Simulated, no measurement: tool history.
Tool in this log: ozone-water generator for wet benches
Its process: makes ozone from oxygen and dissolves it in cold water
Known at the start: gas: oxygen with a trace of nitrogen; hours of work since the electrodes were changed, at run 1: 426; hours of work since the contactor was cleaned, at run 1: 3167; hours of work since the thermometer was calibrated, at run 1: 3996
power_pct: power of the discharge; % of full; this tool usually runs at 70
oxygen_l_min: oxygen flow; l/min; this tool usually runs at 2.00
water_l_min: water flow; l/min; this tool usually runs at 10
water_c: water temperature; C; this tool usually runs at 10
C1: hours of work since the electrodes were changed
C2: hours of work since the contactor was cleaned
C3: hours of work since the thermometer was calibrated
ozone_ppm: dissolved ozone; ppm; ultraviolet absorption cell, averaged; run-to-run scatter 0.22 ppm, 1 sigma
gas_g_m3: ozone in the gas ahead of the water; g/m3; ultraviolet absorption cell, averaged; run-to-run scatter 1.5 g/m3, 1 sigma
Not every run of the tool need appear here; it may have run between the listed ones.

run 1 hour=0.0 | power_pct=70 oxygen_l_min=2.00 water_l_min=10 water_c=10 | C1=426 C2=3167 C3=3996 | ozone_ppm=32.0 gas_g_m3=278.2
run 2 hour=39.8 | power_pct=70 oxygen_l_min=2.00 water_l_min=10 water_c=10 | C1=463 C2=3204 C3=4033 | ozone_ppm=32.3 gas_g_m3=279.1
run 3 hour=69.2 | power_pct=70 oxygen_l_min=2.00 water_l_min=10 water_c=10 | C1=490 C2=3231 C3=4060 | ozone_ppm=32.1 gas_g_m3=278.2
run 4 hour=87.5 | power_pct=70 oxygen_l_min=2.00 water_l_min=10 water_c=10 | C1=507 C2=3248 C3=4077 | ozone_ppm=31.7 gas_g_m3=281.9
run 5 hour=127.4 | power_pct=70 oxygen_l_min=2.00 water_l_min=10 water_c=10 | C1=544 C2=3285 C3=4114 | ozone_ppm=32.3 gas_g_m3=278.9
run 6 hour=164.6 | power_pct=70 oxygen_l_min=2.00 water_l_min=10 water_c=10 | C1=578 C2=3319 C3=4149 | ozone_ppm=32.2 gas_g_m3=278.4
run 7 hour=204.6 | power_pct=70 oxygen_l_min=1.25 water_l_min=10 water_c=10 | C1=616 C2=3357 C3=4186 | ozone_ppm=29.9 gas_g_m3=361.9
run 8 hour=231.4 | power_pct=70 oxygen_l_min=2.00 water_l_min=10 water_c=12 | C1=640 C2=3381 C3=4211 | ozone_ppm=31.5 gas_g_m3=279.7
run 9 hour=259.9 | power_pct=70 oxygen_l_min=2.00 water_l_min=10 water_c=10 | C1=667 C2=3408 C3=4237 | ozone_ppm=32.3 gas_g_m3=280.1
run 10 hour=296.7 | power_pct=70 oxygen_l_min=2.00 water_l_min=10 water_c=10 | C1=701 C2=3442 C3=4271 | ozone_ppm=32.4 gas_g_m3=277.9
run 11 hour=334.7 | power_pct=57 oxygen_l_min=2.00 water_l_min=10 water_c=10 | C1=736 C2=3477 C3=4306 | ozone_ppm=27.6 gas_g_m3=237.5
run 12 hour=365.1 | power_pct=70 oxygen_l_min=2.00 water_l_min=10 water_c=10 | C1=764 C2=3505 C3=4335 | ozone_ppm=32.3 gas_g_m3=280.4
run 13 hour=407.1 | power_pct=70 oxygen_l_min=2.00 water_l_min=10 water_c=10 | C1=803 C2=3544 C3=4373 | ozone_ppm=32.6 gas_g_m3=279.0
run 14 hour=430.4 | power_pct=70 oxygen_l_min=2.00 water_l_min=10 water_c=10 | C1=825 C2=3566 C3=4395 | ozone_ppm=32.4 gas_g_m3=279.5
run 15 hour=474.4 | power_pct=70 oxygen_l_min=2.00 water_l_min=10 water_c=10 | C1=866 C2=3607 C3=4436 | ozone_ppm=32.2 gas_g_m3=277.3
run 16 hour=500.9 | power_pct=70 oxygen_l_min=2.00 water_l_min=10 water_c=10 | C1=890 C2=3631 C3=4460 | ozone_ppm=32.2 gas_g_m3=276.7
run 17 hour=519.0 | power_pct=49 oxygen_l_min=2.00 water_l_min=8 water_c=13 | C1=907 C2=3648 C3=4477 | ozone_ppm=28.5 gas_g_m3=213.5
run 18 hour=554.2 | power_pct=49 oxygen_l_min=2.00 water_l_min=8 water_c=13 | C1=940 C2=3681 C3=4510 | ozone_ppm=28.3 gas_g_m3=214.0
run 19 hour=576.1 | power_pct=83 oxygen_l_min=2.00 water_l_min=15 water_c=11 | C1=960 C2=3701 C3=4530 | ozone_ppm=25.5 gas_g_m3=314.4
run 20 hour=616.2 | power_pct=80 oxygen_l_min=2.01 water_l_min=10 water_c=5 | C1=997 C2=3738 C3=4567 | ozone_ppm=37.1 gas_g_m3=304.3
run 21 hour=645.4 | power_pct=49 oxygen_l_min=1.22 water_l_min=11 water_c=7 | C1=1024 C2=3765 C3=4594 | ozone_ppm=21.3 gas_g_m3=285.8
run 22 hour=673.9 | power_pct=64 oxygen_l_min=3.37 water_l_min=10 water_c=10 | C1=1051 C2=3792 C3=4621 | ozone_ppm=31.1 gas_g_m3=194.9
run 23 hour=701.4 | power_pct=64 oxygen_l_min=3.37 water_l_min=10 water_c=10 | C1=1076 C2=3817 C3=4646 | ozone_ppm=30.7 gas_g_m3=196.1
run 24 hour=738.4 | power_pct=58 oxygen_l_min=2.00 water_l_min=13 water_c=9 | C1=1110 C2=3851 C3=4681 | ozone_ppm=23.1 gas_g_m3=244.8
run 25 hour=763.9 | power_pct=58 oxygen_l_min=2.00 water_l_min=13 water_c=9 | C1=1134 C2=3875 C3=4704 | ozone_ppm=22.8 gas_g_m3=241.1
run 26 hour=806.1 | power_pct=63 oxygen_l_min=2.00 water_l_min=13 water_c=15 | C1=1173 C2=3914 C3=4743 | ozone_ppm=23.0 gas_g_m3=258.5
run 27 hour=845.3 | power_pct=51 oxygen_l_min=1.90 water_l_min=7 water_c=15 | C1=1209 C2=3951 C3=4780 | ozone_ppm=31.0 gas_g_m3=229.3
run 28 hour=871.5 | power_pct=77 oxygen_l_min=1.30 water_l_min=9 water_c=9 | C1=1234 C2=3975 C3=4804 | ozone_ppm=35.4 gas_g_m3=379.1
run 29 hour=907.0 | power_pct=77 oxygen_l_min=1.10 water_l_min=9 water_c=7 | C1=1267 C2=4008 C3=4837 | ozone_ppm=34.7 gas_g_m3=415.3
run 30 hour=943.6 | power_pct=42 oxygen_l_min=2.00 water_l_min=9 water_c=10 | C1=1301 C2=4042 C3=4871 | ozone_ppm=24.0 gas_g_m3=192.8
run 31 hour=963.5 | power_pct=44 oxygen_l_min=2.00 water_l_min=7 water_c=9 | C1=1319 C2=4060 C3=4889 | ozone_ppm=30.5 gas_g_m3=199.2
run 32 hour=998.1 | power_pct=44 oxygen_l_min=2.00 water_l_min=7 water_c=9 | C1=1351 C2=4092 C3=4921 | ozone_ppm=30.3 gas_g_m3=198.7

5 ways to go on from here, each from the tool as it stands after run 32. What would each give?
run A hour=1016.7 | power_pct=44 oxygen_l_min=1.65 water_l_min=7 water_c=9 | C1=1368 C2=4109 C3=4939 | ozone_ppm=? gas_g_m3=?
run B hour=1016.7 | power_pct=44 oxygen_l_min=2.30 water_l_min=10 water_c=7 | C1=1368 C2=4109 C3=4939 | ozone_ppm=? gas_g_m3=?
run C hour=1016.7 | power_pct=44 oxygen_l_min=1.43 water_l_min=6 water_c=7 | C1=1368 C2=4109 C3=4939 | ozone_ppm=? gas_g_m3=?
run D hour=1016.7 | power_pct=65 oxygen_l_min=2.00 water_l_min=12 water_c=11 | C1=1368 C2=4109 C3=4939 | ozone_ppm=? gas_g_m3=?
run E hour=1016.7 | power_pct=41 oxygen_l_min=2.42 water_l_min=8 water_c=9 | C1=1368 C2=4109 C3=4939 | ozone_ppm=? gas_g_m3=?

run=A ozone_ppm=30.2 gas_g_m3=220.8
run=B ozone_ppm=24.0 gas_g_m3=183.3
run=C ozone_ppm=34.3 gas_g_m3=240.0
run=D ozone_ppm=26.1 gas_g_m3=265.0
run=E ozone_ppm=26.2 gas_g_m3=170.9
Had the tool no hidden state, the same runs would have come out as:
run=A ozone_ppm=30.2 gas_g_m3=220.8
run=B ozone_ppm=24.0 gas_g_m3=183.3
run=C ozone_ppm=34.4 gas_g_m3=240.0
run=D ozone_ppm=26.1 gas_g_m3=265.1
run=E ozone_ppm=26.2 gas_g_m3=170.9
